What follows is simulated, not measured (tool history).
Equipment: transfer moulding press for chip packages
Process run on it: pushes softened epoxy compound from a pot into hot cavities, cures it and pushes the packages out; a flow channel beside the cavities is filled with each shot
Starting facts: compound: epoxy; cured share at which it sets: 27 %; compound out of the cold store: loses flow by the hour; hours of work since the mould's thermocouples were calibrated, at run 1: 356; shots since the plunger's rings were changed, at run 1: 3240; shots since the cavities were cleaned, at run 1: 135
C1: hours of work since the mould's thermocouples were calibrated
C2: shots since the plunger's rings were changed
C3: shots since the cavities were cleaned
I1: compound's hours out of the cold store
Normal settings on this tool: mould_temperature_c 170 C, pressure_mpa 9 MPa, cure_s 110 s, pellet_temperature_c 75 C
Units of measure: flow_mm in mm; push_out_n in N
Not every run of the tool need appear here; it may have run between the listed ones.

Run 1, hour 0: usual settings; C1 356; C2 3240; C3 135; I1 41. Result: flow_mm 557 mm, push_out_n 461 N.
Run 2, hour 21.3: usual settings; C1 369; C2 3450; C3 345; I1 14.7. Result: flow_mm 667 mm, push_out_n 579 N.
Run 3, hour 35.6: usual settings; C1 378; C2 3591; C3 486; I1 19.4. Result: flow_mm 653 mm, push_out_n 623 N.
Run 4, hour 53.8: usual settings; C1 389; C2 3770; C3 665; I1 30.1. Result: flow_mm 601 mm, push_out_n 680 N.
Run 5, hour 75.7: usual settings; C1 402; C2 3986; C3 881; I1 34.8. Result: flow_mm 584 mm, push_out_n 677 N.
Run 6, hour 86.2: usual settings; C1 408; C2 4089; C3 984; I1 31.2. Result: flow_mm 583 mm, push_out_n 737 N.
Run 7, hour 98.6: usual settings but pressure_mpa 9.91 MPa; C1 416; C2 4211; C3 1106; I1 29.1. Result: flow_mm 629 mm, push_out_n 730 N.
At hour 102: cavities cleaned with cleaning compound and waxed.
Run 8, hour 114.2: usual settings but mould_temperature_c 172 C, pressure_mpa 8.63 MPa, cure_s 128 s, pellet_temperature_c 65 C; C1 424; C2 4350; C3 120; I1 16.1. Result: flow_mm 627 mm, push_out_n 812 N.
Run 9, hour 123.3: usual settings but mould_temperature_c 172 C, pressure_mpa 9.82 MPa, cure_s 117 s, pellet_temperature_c 67 C; C1 429; C2 4440; C3 210; I1 42.1. Result: flow_mm 561 mm, push_out_n 817 N.
Run 10, hour 132.8: usual settings but mould_temperature_c 167 C, pressure_mpa 7.47 MPa, cure_s 120 s; C1 435; C2 4533; C3 303; I1 26.8. Result: flow_mm 563 mm, push_out_n 836 N.
Run 11, hour 150.3: usual settings but mould_temperature_c 167 C, pressure_mpa 7.47 MPa, cure_s 120 s; C1 446; C2 4705; C3 475; I1 28.2. Result: flow_mm 547 mm, push_out_n 867 N.
At hour 162.9: plunger's sealing rings changed.
Run 12, hour 171.5: usual settings but mould_temperature_c 165 C, pressure_mpa 7.47 MPa, cure_s 143 s; C1 457; C2 84; C3 659; I1 34.7. Result: flow_mm 570 mm, push_out_n 785 N.
Run 13, hour 191.5: usual settings but mould_temperature_c 163 C; C1 469; C2 281; C3 856; I1 44.1. Result: flow_mm 592 mm, push_out_n 1054 N.
At hour 206.8: cavities cleaned with cleaning compound and waxed, once more.
Run 14, hour 210.6: usual settings but mould_temperature_c 163 C, cure_s 95 s; C1 479; C2 455; C3 37; I1 9.7. Result: flow_mm 753 mm, push_out_n 747 N.

Each row is a separate what-if for the run after 14, all from the same tool condition, not one after another. Results?
Run A, hour 222.7: usual settings but mould_temperature_c 169 C, cure_s 145 s, pellet_temperature_c 66 C; C1 487; C2 574; C3 156; I1 16. Result: flow_mm ?, push_out_n ?.
Run B, hour 222.7: usual settings but pressure_mpa 7.94 MPa, cure_s 143 s, pellet_temperature_c 73 C; C1 487; C2 574; C3 156; I1 43.4. Result: flow_mm ?, push_out_n ?.
Run C, hour 222.7: usual settings but cure_s 127 s; C1 487; C2 574; C3 156; I1 29.1. Result: flow_mm ?, push_out_n ?.
Run D, hour 222.7: usual settings but pressure_mpa 9.98 MPa, cure_s 146 s, pellet_temperature_c 76 C; C1 487; C2 574; C3 156; I1 25.3. Result: flow_mm ?, push_out_n ?.

run  flow_mm  push_out_n
  A      705         429
  B      533         430
  C      628         447
  D      678         431
Had the tool no hidden state, the same runs would have come out as:
run  flow_mm  push_out_n
  A      716         327
  B      541         327
  C      637         343
  D      688         327
